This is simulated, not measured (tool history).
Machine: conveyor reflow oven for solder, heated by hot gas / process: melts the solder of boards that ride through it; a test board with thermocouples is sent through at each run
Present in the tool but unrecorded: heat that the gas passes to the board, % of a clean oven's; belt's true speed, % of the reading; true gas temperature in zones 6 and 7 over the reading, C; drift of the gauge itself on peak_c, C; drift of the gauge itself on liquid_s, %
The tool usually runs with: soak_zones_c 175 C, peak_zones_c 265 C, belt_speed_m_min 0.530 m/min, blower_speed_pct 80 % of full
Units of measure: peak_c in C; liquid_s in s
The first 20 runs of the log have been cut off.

run	hour	soak_zones_c	peak_zones_c	belt_speed_m_min	blower_speed_pct	hours of work since the flux was cleaned out	hours of work since the belt drive was overhauled	hours of work since the thermocouples were changed	peak_c	liquid_s
21	207.4	177	269	0.610	59	193	437	899	243.2	49.3
22	213.0	177	269	0.610	59	196	441	903	243.2	48.6
23	226.1	177	269	0.610	59	204	449	910	242.6	47.7
24	234.0	176	265	0.447	56	209	454	915	248.9	79.1
25	245.2	172	275	0.476	55	216	460	922	254.8	76.8
26	255.2	172	275	0.476	55	222	466	928	254.6	78.1
27	263.7	189	275	0.526	58	227	472	933	255.2	76.1
28	276.2	183	261	0.530	54	235	479	941	240.4	59.1
29	287.5	183	261	0.530	54	242	486	948	242.2	59.2
30	293.9	178	278	0.535	76	245	490	952	257.7	73.1
31	306.0	178	278	0.535	76	253	497	959	257.4	73.0

Each row is a separate what-if for the run after 31, all from the same tool condition, not one after another. Results?
A	314.0	178	275	0.535	76	258	502	964	?	?
B	314.0	178	278	0.535	65	258	502	964	?	?
C	314.0	176	267	0.535	65	258	502	964	?	?
D	314.0	188	278	0.541	76	258	502	964	?	?

run	peak_c	liquid_s
A	255.3	71.8
B	255.3	71.3
C	246.5	60.7
D	259.1	77.3
Without the tool's unlogged condition, the same runs would have read:
run	peak_c	liquid_s
A	260.3	75.4
B	260.2	74.8
C	251.3	65.5
D	263.9	80.0
